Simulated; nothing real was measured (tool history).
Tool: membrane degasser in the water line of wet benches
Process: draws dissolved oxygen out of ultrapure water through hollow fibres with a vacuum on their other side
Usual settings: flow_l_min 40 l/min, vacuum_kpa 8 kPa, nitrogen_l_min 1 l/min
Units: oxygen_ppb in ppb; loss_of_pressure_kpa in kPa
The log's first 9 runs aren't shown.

Run 10, day 70.021: usual settings but flow_l_min 53 l/min, nitrogen_l_min 1.49 l/min. Result: oxygen_ppb 348.4 ppb, loss_of_pressure_kpa 39.71 kPa.
Run 11, day 75.488: usual settings but flow_l_min 53 l/min, nitrogen_l_min 1.49 l/min. Result: oxygen_ppb 350.7 ppb, loss_of_pressure_kpa 39.53 kPa.
Run 12, day 85.725: usual settings. Result: oxygen_ppb 380.8 ppb, loss_of_pressure_kpa 29.82 kPa.
Run 13, day 93.467: usual settings but vacuum_kpa 8.49 kPa. Result: oxygen_ppb 418.1 ppb, loss_of_pressure_kpa 29.72 kPa.
Run 14, day 101.412: usual settings but vacuum_kpa 18.89 kPa. Result: oxygen_ppb 1126.8 ppb, loss_of_pressure_kpa 29.95 kPa.
Run 15, day 112.146: usual settings but vacuum_kpa 18.89 kPa. Result: oxygen_ppb 1125.3 ppb, loss_of_pressure_kpa 29.76 kPa.
Run 16, day 119.379: usual settings but vacuum_kpa 18.89 kPa. Result: oxygen_ppb 1122.9 ppb, loss_of_pressure_kpa 30.14 kPa.
Run 17, day 124.992: usual settings but flow_l_min 37 l/min, vacuum_kpa 10.83 kPa, nitrogen_l_min 0.52 l/min. Result: oxygen_ppb 882.1 ppb, loss_of_pressure_kpa 27.58 kPa.
Run 18, day 133.446: usual settings but flow_l_min 45 l/min, vacuum_kpa 10.83 kPa, nitrogen_l_min 0.52 l/min. Result: oxygen_ppb 994 ppb, loss_of_pressure_kpa 33.79 kPa.
Run 19, day 141.246: usual settings but flow_l_min 35 l/min, vacuum_kpa 10.83 kPa, nitrogen_l_min 0.52 l/min. Result: oxygen_ppb 846.8 ppb, loss_of_pressure_kpa 26.26 kPa.
Run 20, day 147.525: usual settings but flow_l_min 35 l/min, vacuum_kpa 5.44 kPa, nitrogen_l_min 0.52 l/min. Result: oxygen_ppb 275.5 ppb, loss_of_pressure_kpa 26.39 kPa.
Run 21, day 158.188: usual settings but flow_l_min 35 l/min, vacuum_kpa 5.44 kPa, nitrogen_l_min 0.52 l/min. Result: oxygen_ppb 275.1 ppb, loss_of_pressure_kpa 26.48 kPa.
Run 22, day 169.004: usual settings but vacuum_kpa 8.6 kPa. Result: oxygen_ppb 429.6 ppb, loss_of_pressure_kpa 30.36 kPa.
Run 23, day 178.321: usual settings but vacuum_kpa 8.6 kPa. Result: oxygen_ppb 431.8 ppb, loss_of_pressure_kpa 30.59 kPa.
Run 24, day 187.354: usual settings but flow_l_min 55 l/min, vacuum_kpa 12.75 kPa, nitrogen_l_min 1.9 l/min. Result: oxygen_ppb 569.9 ppb, loss_of_pressure_kpa 41.92 kPa.
Run 25, day 194.108: usual settings but flow_l_min 30 l/min, vacuum_kpa 16.62 kPa, nitrogen_l_min 1.9 l/min. Result: oxygen_ppb 467.3 ppb, loss_of_pressure_kpa 22.63 kPa.
Run 26, day 201.554: usual settings but flow_l_min 30 l/min, vacuum_kpa 16.62 kPa, nitrogen_l_min 1.9 l/min. Result: oxygen_ppb 467.7 ppb, loss_of_pressure_kpa 22.8 kPa.
Run 27, day 206.346: usual settings but vacuum_kpa 18.55 kPa, nitrogen_l_min 1.44 l/min. Result: oxygen_ppb 848.4 ppb, loss_of_pressure_kpa 30.1 kPa.
Run 28, day 213.7: usual settings but nitrogen_l_min 0.63 l/min. Result: oxygen_ppb 545.7 ppb, loss_of_pressure_kpa 30.31 kPa.

Run 29 comes next. What will it give?
Run 29, day 224.696: usual settings but flow_l_min 63 l/min, vacuum_kpa 6.96 kPa, nitrogen_l_min 0.86 l/min. Result: oxygen_ppb ?, loss_of_pressure_kpa ?.

Run 29 gave oxygen_ppb 486.4 ppb, loss_of_pressure_kpa 47.73 kPa.
Without the tool's hidden state the same run would have given oxygen_ppb 461.3 ppb, loss_of_pressure_kpa 45.29 kPa.
